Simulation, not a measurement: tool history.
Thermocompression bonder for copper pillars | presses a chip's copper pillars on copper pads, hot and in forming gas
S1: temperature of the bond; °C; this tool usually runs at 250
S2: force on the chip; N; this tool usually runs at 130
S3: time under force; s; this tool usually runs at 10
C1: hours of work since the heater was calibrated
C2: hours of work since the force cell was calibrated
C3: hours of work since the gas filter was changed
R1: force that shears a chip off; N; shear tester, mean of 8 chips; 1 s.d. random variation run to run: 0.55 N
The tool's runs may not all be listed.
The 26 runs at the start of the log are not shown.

run,hour,S1,S2,S3,C1,C2,C3,R1
27,982.9,250,130,10,876,1094,134,76.3
28,1025.6,250,130,5,901,1119,158,57.4
29,1054.3,248,132,6,917,1136,175,60.5
# hour 1077.2: forming gas filter changed
30,1103.8,245,130,8,946,1164,15,69.3
31,1154.7,245,130,8,975,1194,45,67.8
32,1208.5,242,130,23,1006,1225,76,91.2
33,1238,242,130,23,1023,1242,93,90.1
# hour 1260.5: force cell calibrated
34,1277.1,237,144,10,1045,10,115,65.3
35,1304.2,250,93,10,1061,25,131,60.4
36,1336.6,276,194,23,1080,44,150,128.4
37,1377.8,254,146,14,1104,68,173,89.8
# hour 1404.9: forming gas filter changed
38,1420.6,249,152,8,1128,92,9,76.1
39,1474.8,256,151,8,1160,124,41,81.7

3 options for the next run, each taken on its own from the tool as it stands now. Forecast them:
A,1499.4,273,88,17,1174,138,55,?
B,1499.4,256,166,15,1174,138,55,?
C,1499.4,256,151,18,1174,138,55,?

run,R1
A,95.3
B,103.1
C,103.7
Without the tool's hidden state the same runs would have given:
run,R1
A,102.6
B,110.9
C,111.5
